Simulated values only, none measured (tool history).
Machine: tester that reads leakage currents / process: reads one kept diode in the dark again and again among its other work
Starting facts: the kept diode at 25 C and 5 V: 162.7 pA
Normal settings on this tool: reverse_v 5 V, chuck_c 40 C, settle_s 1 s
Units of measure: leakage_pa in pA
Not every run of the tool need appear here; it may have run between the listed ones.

run	hour	reverse_v	chuck_c	settle_s	leakage_pa
1	0	5	40	1	551.3
2	19.3	11.1	40	1	778.69
3	40.6	5	40	1	551.94
4	56.2	5	53	1	1388.96
5	71.7	5	53	1	1396.6
6	89.5	5	53	1	1384.81
7	119.8	5	49	1	1055.35
8	141.8	3.12	40	1	455.77
9	174.5	3.12	40	1	455.8
10	204.5	5	40	2.84	559.66
# hour 208.4: chuck's temperature calibrated
11	236	5	40	2.84	571.68
12	260.2	5	40	2.84	571.35
13	273.9	5	40	2.84	570.74
14	294	5	40	2.84	570.71
15	309.9	5	40	2.84	575.55
16	325.2	5	40	2.84	569.43
17	348.6	5	46	2.84	880.4
18	379.6	5	46	0.85	881.98
# hour 404.2: chuck's temperature calibrated, once more
19	414.4	5	32	0.85	290.51
20	439.8	5	21	5.81	123.81
21	456.9	5	21	5.81	123.13
22	474.1	5	21	5.81	123.46

5 options for the next run, each taken on its own from the tool as it stands now. Forecast them:
A	502.5	10.6	21	0.83	?
B	502.5	5	21	2.21	?
C	502.5	5	21	0.57	?
D	502.5	5	40	9.19	?
E	502.5	5	24	0.36	?

run	leakage_pa
A	179.02
B	124.25
C	126.38
D	531.24
E	160.84
Without the tool's hidden state the same runs would have given:
run	leakage_pa
A	164.78
B	117.57
C	119.67
D	524.61
E	154.15

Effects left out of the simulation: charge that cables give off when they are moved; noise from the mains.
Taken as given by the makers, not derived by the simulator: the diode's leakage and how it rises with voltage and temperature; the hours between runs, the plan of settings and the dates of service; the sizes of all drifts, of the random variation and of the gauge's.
